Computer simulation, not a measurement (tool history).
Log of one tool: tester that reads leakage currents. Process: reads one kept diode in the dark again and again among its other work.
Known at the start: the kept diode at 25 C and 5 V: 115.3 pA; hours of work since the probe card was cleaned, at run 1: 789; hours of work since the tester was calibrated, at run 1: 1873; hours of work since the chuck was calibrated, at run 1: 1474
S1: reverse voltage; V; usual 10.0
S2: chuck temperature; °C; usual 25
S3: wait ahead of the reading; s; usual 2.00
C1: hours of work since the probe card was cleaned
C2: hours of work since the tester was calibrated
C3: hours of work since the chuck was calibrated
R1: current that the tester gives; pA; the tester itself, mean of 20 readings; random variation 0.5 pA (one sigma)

run,day,S1,S2,S3,C1,C2,C3,R1
1,0.000,10.0,25,2.00,789,1873,1474,178.34
2,2.104,10.0,25,2.00,823,1907,1508,177.34
3,3.958,10.0,25,2.00,853,1937,1538,177.50
4,6.638,10.0,25,2.00,897,1981,1582,178.39
# day 8.383: tester calibrated
5,9.646,10.0,25,3.11,944,21,1629,175.00
6,11.333,10.0,25,3.11,972,48,1657,173.98
7,14.400,10.0,25,2.00,1022,98,1707,175.74
8,16.292,10.0,25,2.00,1053,129,1737,176.21
9,19.650,18.1,25,2.00,1107,183,1792,239.06
10,21.683,18.1,25,1.29,1140,216,1825,241.51
11,23.696,18.1,25,1.29,1173,249,1858,241.00
12,25.417,18.1,25,1.29,1201,277,1886,242.83
13,26.875,18.1,25,1.29,1225,301,1910,240.90
14,28.658,18.1,25,1.29,1254,330,1939,242.94
15,30.646,18.1,25,1.29,1286,362,1971,242.46
16,33.475,10.0,25,2.00,1332,408,2017,178.75
17,35.642,10.0,25,2.00,1367,444,2052,180.24
18,37.217,10.0,25,2.00,1393,469,2078,178.64
19,39.554,10.0,25,2.00,1431,507,2116,179.56
20,42.262,10.0,27,2.00,1475,551,2160,208.65
21,43.912,10.0,27,2.00,1502,578,2187,209.17
# day 44.200: probe card cleaned and baked
22,46.171,10.0,27,0.98,32,613,2222,211.92
23,47.738,10.0,27,0.98,58,638,2247,213.16
24,50.708,10.0,27,0.98,106,687,2295,214.27
25,54.054,1.8,27,1.31,160,741,2350,89.97
26,56.954,1.8,27,1.31,208,789,2397,89.75
# day 57.758: probe card cleaned and baked, once more
27,58.625,1.8,28,5.81,14,814,2422,96.33
# day 60.467: chuck's temperature calibrated
28,61.367,10.0,33,2.00,57,857,15,300.65
29,63.875,1.7,34,1.59,98,898,55,133.82
30,65.375,1.7,34,1.59,123,922,80,134.51
31,68.829,1.0,27,3.06,179,978,136,61.61
32,70.433,14.0,46,8.75,205,1004,162,887.23
33,72.112,10.0,21,0.91,232,1032,190,125.52
34,74.321,10.0,21,0.91,268,1068,225,126.63
35,77.742,9.7,25,2.00,324,1123,281,165.85
36,81.121,4.5,25,2.00,379,1178,336,113.26
37,82.817,1.5,22,2.00,406,1206,364,52.24
38,84.967,2.4,25,2.00,441,1241,399,83.15
39,88.025,7.1,51,1.01,491,1291,448,894.76
40,90.288,7.1,51,1.01,528,1328,485,891.69

Hidden state at the last listed run before each entry between runs and at the first one after, where it differs:
Between runs 4 and 5: tester calibrated (day 8.383)
  stray current of the dirty probe card, pA a volt: 0.144 -> 0.151; current scale over the true one, %: 2.06 -> -0.08; true chuck temperature over the reading, C: 0.69 -> 0.72
  measured less the result without the state, R1: +13.74 -> +10.43 pA
Between runs 21 and 22: probe card cleaned and baked (day 44.200)
  stray current of the dirty probe card, pA a volt: 0.231 -> 0.362; current scale over the true one, %: 0.48 -> 0.52; true chuck temperature over the reading, C: 1 -> 1.02
  measured less the result without the state, R1: +18.05 -> +19.63 pA
Between runs 26 and 27: probe card cleaned and baked, once more (day 57.758)
  stray current of the dirty probe card, pA a volt: 0.388 -> 0.027; current scale over the true one, %: 0.7 -> 0.72; true chuck temperature over the reading, C: 1.12 -> 1.13
  measured less the result without the state, R1: +8.43 -> +8.49 pA
Between runs 27 and 28: chuck's temperature calibrated (day 60.467)
  stray current of the dirty probe card, pA a volt: 0.027 -> 0.034; current scale over the true one, %: 0.72 -> 0.77; true chuck temperature over the reading, C: 1.13 -> 0.02
  measured less the result without the state, R1: +8.49 -> +2.82 pA
